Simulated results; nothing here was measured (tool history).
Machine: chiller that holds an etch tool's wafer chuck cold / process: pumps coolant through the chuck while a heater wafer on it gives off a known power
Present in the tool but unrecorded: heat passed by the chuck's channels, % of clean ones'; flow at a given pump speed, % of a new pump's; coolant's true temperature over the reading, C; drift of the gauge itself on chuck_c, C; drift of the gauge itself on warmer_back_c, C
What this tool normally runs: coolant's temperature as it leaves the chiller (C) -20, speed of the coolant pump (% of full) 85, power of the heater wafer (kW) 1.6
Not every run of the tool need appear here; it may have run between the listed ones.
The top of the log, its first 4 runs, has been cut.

run,day,coolant's temperature as it leaves the chiller (C),speed of the coolant pump (% of full),power of the heater wafer (kW),hours since the coolant was changed and the channels were flushed,hours since the pump was overhauled,hours since the chiller's thermometer was calibrated,chuck's temperature once it has settled (C),how much warmer the coolant comes back (C)
5,9.625,-17,85,1.6,2457,836,1449,-5.5,4.1
6,13.117,-20,85,1.6,2541,920,1533,-8.5,4.06
7,16.029,-20,85,1.6,2611,990,1602,-8.3,4.05
8,18.504,-22,85,1.6,2670,1049,1662,-10.3,4.09
9,20.688,-22,85,1.6,2723,1101,1714,-10.5,4.06
10,24.025,-22,85,1.6,2803,1182,1794,-10.3,4.11
11,27.433,-22,85,1.698,2885,1263,1876,-9.7,4.34
12,29.746,-22,85,1.698,2940,1319,1932,-9.5,4.29
13,33.117,-22,85,1.698,3021,1400,2012,-9.6,4.35
14,36.3,-22,85,1.698,3097,1476,2089,-9.7,4.32
15,39.842,-22,85,1.698,3182,1561,2174,-9.5,4.34
16,41.517,-22,85,1.698,3223,1601,2214,-9.8,4.34
17,43.85,-29,82,1.6,3279,1657,2270,-17.1,4.24
18,45.708,-29,82,1.6,3323,1702,2315,-17,4.25
19,49.45,-15,83,1.133,3413,1792,2405,-6.5,2.94
20,51.742,-20,64,1.804,3468,1847,2460,-3.8,6.13
21,54.942,-20,70,1.639,3545,1924,2536,-6.2,5.04

Expected results for the next run?
22,57.233,-20,70,1.639,3600,1978,2591,?,?

chuck's temperature once it has settled (C): -6.3
how much warmer the coolant comes back (C): 5.09
Take away the tool's hidden state, keep the run-to-run variation as it was, and the same run would have given chuck's temperature once it has settled (C) -6.3, how much warmer the coolant comes back (C) 5.09.
